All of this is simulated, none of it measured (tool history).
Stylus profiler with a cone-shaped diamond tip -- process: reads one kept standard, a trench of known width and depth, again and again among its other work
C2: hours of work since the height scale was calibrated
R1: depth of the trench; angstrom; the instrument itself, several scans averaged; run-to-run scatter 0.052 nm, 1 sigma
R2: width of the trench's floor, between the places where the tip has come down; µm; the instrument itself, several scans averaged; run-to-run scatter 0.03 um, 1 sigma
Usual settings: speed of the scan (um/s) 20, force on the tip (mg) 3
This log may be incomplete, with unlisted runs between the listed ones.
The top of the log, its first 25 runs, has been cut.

run 26 hour=427.7 | speed_of_the_scan_(um/s)=52 force_on_the_tip_(mg)=3.7 | scans_with_this_tip=4339 C2=534 | R1=2026.9 R2=16.61
run 27 hour=444.1 | speed_of_the_scan_(um/s)=16 force_on_the_tip_(mg)=6.23 | scans_with_this_tip=4394 C2=541 | R1=2037.2 R2=16.78
run 28 hour=456.3 | speed_of_the_scan_(um/s)=15 force_on_the_tip_(mg)=6.23 | scans_with_this_tip=4435 C2=546 | R1=2037 R2=16.72
run 29 hour=469.4 | speed_of_the_scan_(um/s)=15 force_on_the_tip_(mg)=6.23 | scans_with_this_tip=4479 C2=552 | R1=2037.8 R2=16.66
run 30 hour=481 | speed_of_the_scan_(um/s)=8 force_on_the_tip_(mg)=3 | scans_with_this_tip=4518 C2=557 | R1=2024.3 R2=16.71
run 31 hour=495.4 | speed_of_the_scan_(um/s)=5 force_on_the_tip_(mg)=2.26 | scans_with_this_tip=4567 C2=563 | R1=2021 R2=16.71
run 32 hour=513.3 | speed_of_the_scan_(um/s)=5 force_on_the_tip_(mg)=2.26 | scans_with_this_tip=4627 C2=570 | R1=2020.3 R2=16.71
run 33 hour=529.4 | speed_of_the_scan_(um/s)=77 force_on_the_tip_(mg)=3.05 | scans_with_this_tip=4681 C2=577 | R1=2025.1 R2=16.42
run 34 hour=551.5 | speed_of_the_scan_(um/s)=77 force_on_the_tip_(mg)=3.05 | scans_with_this_tip=4756 C2=586 | R1=2024.9 R2=16.41
run 35 hour=572.5 | speed_of_the_scan_(um/s)=77 force_on_the_tip_(mg)=3.05 | scans_with_this_tip=4826 C2=594 | R1=2025.5 R2=16.5
run 36 hour=591.3 | speed_of_the_scan_(um/s)=35 force_on_the_tip_(mg)=1.45 | scans_with_this_tip=4889 C2=602 | R1=2017.6 R2=16.6
run 37 hour=614 | speed_of_the_scan_(um/s)=6 force_on_the_tip_(mg)=6.94 | scans_with_this_tip=4966 C2=612 | R1=2040.1 R2=16.74
run 38 hour=637.3 | speed_of_the_scan_(um/s)=6 force_on_the_tip_(mg)=6.94 | scans_with_this_tip=5044 C2=621 | R1=2040.5 R2=16.69
run 39 hour=651.6 | speed_of_the_scan_(um/s)=32 force_on_the_tip_(mg)=4.99 | scans_with_this_tip=5092 C2=627 | R1=2032.8 R2=16.61
run 40 hour=661.9 | speed_of_the_scan_(um/s)=6 force_on_the_tip_(mg)=1.48 | scans_with_this_tip=5127 C2=632 | R1=2016.8 R2=16.65
run 41 hour=685.4 | speed_of_the_scan_(um/s)=78 force_on_the_tip_(mg)=6.73 | scans_with_this_tip=5206 C2=641 | R1=2038.8 R2=16.55
run 42 hour=698.3 | speed_of_the_scan_(um/s)=13 force_on_the_tip_(mg)=1.79 | scans_with_this_tip=5249 C2=647 | R1=2019.5 R2=16.6
run 43 hour=719.2 | speed_of_the_scan_(um/s)=13 force_on_the_tip_(mg)=1.79 | scans_with_this_tip=5320 C2=655 | R1=2019.4 R2=16.67
run 44 hour=730.7 | speed_of_the_scan_(um/s)=67 force_on_the_tip_(mg)=2.67 | scans_with_this_tip=5359 C2=660 | R1=2023.8 R2=16.3
run 45 hour=752.3 | speed_of_the_scan_(um/s)=46 force_on_the_tip_(mg)=3.25 | scans_with_this_tip=5431 C2=669 | R1=2026.7 R2=16.52
run 46 hour=767.6 | speed_of_the_scan_(um/s)=10 force_on_the_tip_(mg)=1.59 | scans_with_this_tip=5483 C2=675 | R1=2019.2 R2=16.63
run 47 hour=789.6 | speed_of_the_scan_(um/s)=20 force_on_the_tip_(mg)=4.72 | scans_with_this_tip=5557 C2=685 | R1=2032.6 R2=16.55
run 48 hour=808.5 | speed_of_the_scan_(um/s)=8 force_on_the_tip_(mg)=6.06 | scans_with_this_tip=5621 C2=692 | R1=2038.3 R2=16.58

3 ways to go on from here, each from the tool as it stands after run 48. What would each give?
run A hour=819.6 | speed_of_the_scan_(um/s)=6 force_on_the_tip_(mg)=8.66 | scans_with_this_tip=5658 C2=697 | R1=? R2=?
run B hour=819.6 | speed_of_the_scan_(um/s)=8 force_on_the_tip_(mg)=3.02 | scans_with_this_tip=5658 C2=697 | R1=? R2=?
run C hour=819.6 | speed_of_the_scan_(um/s)=20 force_on_the_tip_(mg)=5.15 | scans_with_this_tip=5658 C2=697 | R1=? R2=?

run=A R1=2047.9 R2=16.65
run=B R1=2025.3 R2=16.68
run=C R1=2034.4 R2=16.55
With the hidden condition removed and each run's random variation left untouched, the same runs would have given:
run=A R1=2042.7 R2=17.2
run=B R1=2020.2 R2=17.22
run=C R1=2029.2 R2=17.1
